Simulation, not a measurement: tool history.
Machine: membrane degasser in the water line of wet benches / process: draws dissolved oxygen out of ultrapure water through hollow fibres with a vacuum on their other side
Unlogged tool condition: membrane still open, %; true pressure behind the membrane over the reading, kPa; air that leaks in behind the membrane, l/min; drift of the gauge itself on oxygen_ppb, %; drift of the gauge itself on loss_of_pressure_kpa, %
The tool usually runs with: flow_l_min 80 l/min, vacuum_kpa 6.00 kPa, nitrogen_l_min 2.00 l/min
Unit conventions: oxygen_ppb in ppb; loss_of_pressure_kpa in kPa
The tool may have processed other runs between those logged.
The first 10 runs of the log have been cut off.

run,hour,flow_l_min,vacuum_kpa,nitrogen_l_min,hours since the membrane was changed,hours since the vacuum gauge was calibrated,hours since the vacuum lines were made tight,oxygen_ppb,loss_of_pressure_kpa
11,966.3,80,6.00,2.00,1642,478,3562,228.9,60.85
12,1035.1,81,6.00,2.00,1710,547,3630,227.0,61.22
13,1133.5,81,6.00,2.00,1809,645,3729,233.1,61.69
14,1243.6,81,6.00,2.00,1919,756,3839,227.1,61.57
15,1343.6,81,6.00,2.00,2019,856,3939,231.2,61.34
16,1412.9,81,6.00,2.00,2088,925,4008,229.1,61.86
17,1496.4,76,4.18,2.00,2172,1008,4092,82.1,57.64
18,1586.6,76,4.18,2.00,2262,1099,4182,84.3,57.99
19,1681.8,80,6.12,1.61,2357,1194,4277,286.0,60.80
20,1785.9,76,6.00,1.21,2461,1298,4381,321.1,57.63
21,1854.5,76,6.00,1.21,2530,1367,4450,313.4,57.96
22,1921.5,114,11.87,2.00,2597,1434,4517,879.4,86.27
23,2035.7,108,11.87,2.48,2711,1548,4631,716.0,82.16
24,2115.1,108,11.87,2.48,2791,1627,4710,710.5,81.73
25,2197.9,108,9.55,0.99,2873,1710,4793,957.5,82.22
26,2287.4,78,4.19,2.00,2963,1799,4883,84.8,59.23
27,2344.8,97,6.85,2.00,3020,1857,4940,344.0,74.03
28,2454.0,97,6.85,2.00,3129,1966,5049,352.6,73.21
# hour 2539.0: seals of the vacuum lines changed
29,2566.5,97,6.85,2.00,3240,2077,28,343.1,73.03
30,2690.7,68,6.00,0.83,3364,2201,152,379.6,51.76
31,2806.8,78,10.52,3.73,3480,2317,268,336.9,58.97
32,2870.8,86,4.60,2.00,3544,2381,332,129.0,65.49

Consider 4 possible next runs. They are alternatives, not a sequence: every one starts from the tool as it was left by run 32. What does each give?
A,2990.0,80,14.32,2.00,3663,2500,451,?,?
B,2990.0,94,10.90,3.09,3663,2500,451,?,?
C,2990.0,80,5.08,2.00,3663,2500,451,?,?
D,2990.0,113,12.67,4.46,3663,2500,451,?,?

run,oxygen_ppb,loss_of_pressure_kpa
A,823.5,60.73
B,482.2,71.41
C,158.2,60.83
D,512.5,85.90
What these runs would have given with no unlogged condition in the tool:
run,oxygen_ppb,loss_of_pressure_kpa
A,823.4,60.72
B,482.2,71.40
C,158.1,60.82
D,512.4,85.89
